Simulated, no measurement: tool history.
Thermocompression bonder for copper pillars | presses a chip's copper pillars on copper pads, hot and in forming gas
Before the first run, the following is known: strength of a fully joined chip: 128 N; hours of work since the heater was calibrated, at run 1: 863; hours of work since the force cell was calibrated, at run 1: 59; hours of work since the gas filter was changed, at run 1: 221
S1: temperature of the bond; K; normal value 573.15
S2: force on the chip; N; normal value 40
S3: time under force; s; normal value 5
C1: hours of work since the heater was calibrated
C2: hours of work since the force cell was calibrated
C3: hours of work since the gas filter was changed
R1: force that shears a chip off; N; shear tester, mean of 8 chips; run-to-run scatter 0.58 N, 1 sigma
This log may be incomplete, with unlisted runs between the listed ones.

run   hour      S1  S2  S3   C1   C2   C3     R1
  1      0  573.15  40   5  863   59  221     83
  2   10.8  573.15  40   5  869   65  227   83.5
  3   18.3  573.15  40   5  874   69  232   83.2
  4   30.7  562.15  40   5  881   76  239   77.1
  5   40.3  565.15  40   5  887   82  245   79.5
  6   46.2  565.15  40   5  890   85  248   78.6
      51.2  -- forming gas filter changed
  7   59.1  602.15  40   5  897   93    5  101.6
  8   65.4  573.15  40   3  901   96    8   73.4
  9   72.9  573.15  40   3  905  101   13   73.6
 10   79.9  573.15  40   3  909  105   17   73.1
 11     87  573.15  25   5  913  109   21   60.9
 12   96.9  573.15  25   5  919  115   27   61.5
 13  102.5  573.15  25   5  922  118   30   61.5
 14  111.5  573.15  25   5  928  123   35   61.5
 15  117.5  573.15  40   5  931  127   38   85.3
 16  125.6  591.15  40  11  936  131   43  109.1
 17  138.8  567.15  40   5  943  139   51     80
 18  146.6  569.15  40   5  948  143   55   82.1
 19  155.1  569.15  40   5  953  148   60   82.9
 20  162.9  578.15  25   3  957  153   65   52.6
 21  173.9  578.15  47   6  964  159   71   99.8
     176.8  -- heater calibrated with a thermocouple chip
 22  186.2  578.15  31   3    5  165   77   62.6
 23  192.1  603.15  35  15    9  169   81  114.7
 24  201.3  603.15  35  15   14  174   86  115.3
 25  208.7  603.15  35  15   19  178   90  113.4
 26  214.3  601.15  40   5   22  182   94  100.4
 27  222.7  545.15  40  10   27  187   98   81.8
     234.3  -- heater calibrated with a thermocouple chip, once more
 28    235  545.15  40  10    0  192  104   83.9
 29  243.5  545.15  40  10    5  197  109   82.9
 30  252.9  545.15  40  10   11  203  115   83.3

Predict each of these 3 candidate next runs independently; none follows another, all start after run 30:
  A  258.8  597.15  59   3  14  206  118   ?
  B  258.8  545.15  26   9  14  206  118   ?
  C  258.8  579.15  40   9  14  206  118   ?

run     R1
  A  106.9
  B     60
  C  101.4
Take away the tool's hidden state, keep each run's random variation, and the runs would have read:
run     R1
  A  108.9
  B   61.7
  C  103.4
